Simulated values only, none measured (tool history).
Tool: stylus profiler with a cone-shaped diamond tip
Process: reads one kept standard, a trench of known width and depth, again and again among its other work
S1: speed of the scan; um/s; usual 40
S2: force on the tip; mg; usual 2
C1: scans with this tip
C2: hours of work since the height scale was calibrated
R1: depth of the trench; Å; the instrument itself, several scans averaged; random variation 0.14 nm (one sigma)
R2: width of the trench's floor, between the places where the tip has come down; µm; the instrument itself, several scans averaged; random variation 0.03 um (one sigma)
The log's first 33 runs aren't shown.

| run | hour | S1 | S2 | C1 | C2 | R1 | R2 |
|---|---|---|---|---|---|---|---|
| 34 | 1008.2 | 77 | 1.4 | 5160 | 682 | 5031.9 | 26.48 |
| 35 | 1043.2 | 10 | 2.38 | 5323 | 703 | 5042.3 | 26.65 |
| 36 | 1065.1 | 153 | 0.83 | 5424 | 716 | 5019.3 | 26.1 |
| 37 | 1094.4 | 153 | 0.83 | 5560 | 734 | 5018 | 26.09 |
| 38 | 1122.9 | 59 | 1.14 | 5692 | 752 | 5025.2 | 26.43 |
| 39 | 1146.2 | 92 | 2 | 5800 | 766 | 5036.1 | 26.44 |
| 40 | 1188.4 | 92 | 2 | 5996 | 792 | 5036.4 | 26.42 |
| 41 | 1206.2 | 92 | 2 | 6079 | 803 | 5037.2 | 26.38 |
| 42 | 1229 | 97 | 1 | 6185 | 817 | 5019 | 26.22 |
| 43 | 1253.6 | 54 | 1.07 | 6299 | 832 | 5023.2 | 26.41 |
| 44 | 1294.9 | 54 | 3.91 | 6491 | 857 | 5057.6 | 26.47 |
| 45 | 1320.4 | 54 | 3.91 | 6609 | 873 | 5058.1 | 26.48 |
| 46 | 1347.7 | 111 | 5.6 | 6735 | 890 | 5077.6 | 26.41 |
| 47 | 1390.6 | 111 | 5.6 | 6934 | 916 | 5079.2 | 26.42 |

Forecast each of these 3 alternatives for the next run:
| A | 1421.2 | 37 | 1.69 | 7076 | 935 | ? | ? |
| B | 1421.2 | 30 | 5.29 | 7076 | 935 | ? | ? |
| C | 1421.2 | 80 | 2 | 7076 | 935 | ? | ? |

| run | R1 | R2 |
|---|---|---|
| A | 5031.8 | 26.45 |
| B | 5072.3 | 26.54 |
| C | 5036.8 | 26.4 |
Without the tool's hidden state the same runs would have given:
| run | R1 | R2 |
|---|---|---|
| A | 5038.9 | 26.89 |
| B | 5079.4 | 26.97 |
| C | 5043.9 | 26.84 |
